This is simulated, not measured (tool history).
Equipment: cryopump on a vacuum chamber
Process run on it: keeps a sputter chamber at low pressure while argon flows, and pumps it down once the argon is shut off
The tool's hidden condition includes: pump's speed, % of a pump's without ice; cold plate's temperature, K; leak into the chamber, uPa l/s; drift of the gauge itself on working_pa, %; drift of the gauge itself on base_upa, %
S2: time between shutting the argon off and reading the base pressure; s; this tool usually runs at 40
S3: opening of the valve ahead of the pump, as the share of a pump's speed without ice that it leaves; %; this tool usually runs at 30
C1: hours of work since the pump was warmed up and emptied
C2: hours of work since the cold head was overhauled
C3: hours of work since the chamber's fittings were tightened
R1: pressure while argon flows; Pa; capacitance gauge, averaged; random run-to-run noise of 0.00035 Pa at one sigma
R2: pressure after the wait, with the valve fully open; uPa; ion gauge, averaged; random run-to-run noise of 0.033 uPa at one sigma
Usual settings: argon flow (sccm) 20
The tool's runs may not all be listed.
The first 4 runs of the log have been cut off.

Run 5, hour 88.1: usual settings; C1 158; C2 158; C3 891. Result: R1 0.0502 Pa, R2 1.96 uPa.
Run 6, hour 107.5: usual settings; C1 166; C2 166; C3 899. Result: R1 0.0506 Pa, R2 2.11 uPa.
Run 7, hour 121.7: usual settings; C1 173; C2 173; C3 906. Result: R1 0.0506 Pa, R2 2.13 uPa.
Run 8, hour 139.3: usual settings; C1 180; C2 180; C3 913. Result: R1 0.0506 Pa, R2 2.08 uPa.
Run 9, hour 170.5: usual settings but argon flow (sccm) 35; C1 194; C2 194; C3 927. Result: R1 0.0884 Pa, R2 2.11 uPa.
Run 10, hour 197.1: usual settings; C1 206; C2 206; C3 939. Result: R1 0.0515 Pa, R2 2.1 uPa.
Run 11, hour 220.1: usual settings; C1 216; C2 216; C3 949. Result: R1 0.0509 Pa, R2 2.01 uPa.
Run 12, hour 253: usual settings; C1 231; C2 231; C3 964. Result: R1 0.0516 Pa, R2 2.09 uPa.
Run 13, hour 277.1: usual settings; C1 241; C2 241; C3 975. Result: R1 0.0512 Pa, R2 2.11 uPa.
Run 14, hour 291.8: usual settings; C1 248; C2 248; C3 981. Result: R1 0.051 Pa, R2 2.07 uPa.
Run 15, hour 316: usual settings but S3 35 %; C1 259; C2 259; C3 992. Result: R1 0.0435 Pa, R2 2.09 uPa.
Run 16, hour 343.1: usual settings but S3 54 %; C1 271; C2 271; C3 1004. Result: R1 0.0286 Pa, R2 2.08 uPa.
Run 17, hour 359.9: usual settings but argon flow (sccm) 24, S2 52 s, S3 56 %; C1 278; C2 278; C3 1011. Result: R1 0.0333 Pa, R2 1.75 uPa.
Run 18, hour 390.6: usual settings but argon flow (sccm) 24, S2 45 s, S3 52 %; C1 292; C2 292; C3 1025. Result: R1 0.0361 Pa, R2 1.92 uPa.
Run 19, hour 407.3: usual settings but argon flow (sccm) 24, S2 45 s, S3 52 %; C1 299; C2 299; C3 1032. Result: R1 0.0356 Pa, R2 1.91 uPa.
Run 20, hour 428.5: usual settings but argon flow (sccm) 31, S2 112 s, S3 19 %; C1 308; C2 308; C3 1041. Result: R1 0.1233 Pa, R2 1.03 uPa.
Run 21, hour 448: usual settings but argon flow (sccm) 8, S2 112 s, S3 19 %; C1 317; C2 317; C3 1050. Result: R1 0.032 Pa, R2 1.1 uPa.
Run 22, hour 480.3: usual settings but argon flow (sccm) 34, S2 39 s; C1 331; C2 331; C3 1064. Result: R1 0.0873 Pa, R2 2.22 uPa.
Run 23, hour 502.9: usual settings but argon flow (sccm) 34, S2 39 s, S3 59 %; C1 341; C2 341; C3 1074. Result: R1 0.0462 Pa, R2 2.2 uPa.
Run 24, hour 531: usual settings but argon flow (sccm) 34, S2 39 s, S3 59 %; C1 354; C2 354; C3 1087. Result: R1 0.0455 Pa, R2 2.17 uPa.
Run 25, hour 552: usual settings but argon flow (sccm) 17, S2 37 s, S3 19 %; C1 363; C2 363; C3 1096. Result: R1 0.068 Pa, R2 2.29 uPa.
Run 26, hour 579.4: usual settings but argon flow (sccm) 17, S2 37 s, S3 17 %; C1 375; C2 375; C3 1108. Result: R1 0.0763 Pa, R2 2.28 uPa.
Run 27, hour 606.8: usual settings but argon flow (sccm) 10, S2 160 s, S3 23 %; C1 387; C2 387; C3 1120. Result: R1 0.0336 Pa, R2 1 uPa.
Run 28, hour 636.2: usual settings but argon flow (sccm) 26, S3 16 %; C1 400; C2 400; C3 1133. Result: R1 0.1238 Pa, R2 2.24 uPa.

Run 29 comes next. What will it give?
Run 29, hour 651.9: usual settings but argon flow (sccm) 26, S3 26 %; C1 407; C2 407; C3 1140. Result: R1 ?, R2 ?.

{"run 29": {"R1": 0.0772, "R2": 2.2}}
With the hidden condition absent and the run-to-run variation left alone, this run would have shown R1 0.0748 Pa, R2 1.76 uPa.
